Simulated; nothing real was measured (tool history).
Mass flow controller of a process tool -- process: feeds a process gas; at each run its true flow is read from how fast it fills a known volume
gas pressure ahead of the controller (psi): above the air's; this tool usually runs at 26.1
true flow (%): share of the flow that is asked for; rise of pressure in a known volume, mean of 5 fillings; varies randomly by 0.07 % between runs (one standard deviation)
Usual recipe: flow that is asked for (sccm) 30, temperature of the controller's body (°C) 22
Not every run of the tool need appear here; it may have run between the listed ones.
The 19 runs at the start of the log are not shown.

run,day,flow that is asked for (sccm),gas pressure ahead of the controller (psi),temperature of the controller's body (°C),hours of work since the controller was set to zero,hours of work since the controller was changed,true flow (%)
20,303.762,43,27.3,39,2335,2335,99.16
21,317.704,43,27.3,39,2544,2544,99.04
22,340.688,29,21.2,39,2888,2888,98.32
23,355.546,5,22,27,3110,3110,97.3
24,366.354,5,22,26,3272,3272,97.23
25,384.442,15,28.3,25,3543,3543,97.6
26,407.071,16,30.3,22,3882,3882,97.76
27,426.638,13,25.2,28,4175,4175,97.61
28,445.108,8,35.1,31,4451,4451,96.61
29,466.683,8,35.1,31,4775,4775,96.57
30,482.05,7,32.3,21,5005,5005,97.16
31,493.658,39,37.3,29,5178,5178,98.56

Here are 4 independent what-if runs from the current tool condition. What would each one return?
A,512.217,12,40.5,25,5456,5456,?
B,512.217,30,27.1,33,5456,5456,?
C,512.217,49,28.1,29,5456,5456,?
D,512.217,30,31,22,5456,5456,?

run,true flow (%)
A,96.83
B,98.59
C,99.74
D,98.78
Stripped of hidden state, with their random variation kept, the same runs would have yielded:
run,true flow (%)
A,96.85
B,98.6
C,99.74
D,98.79
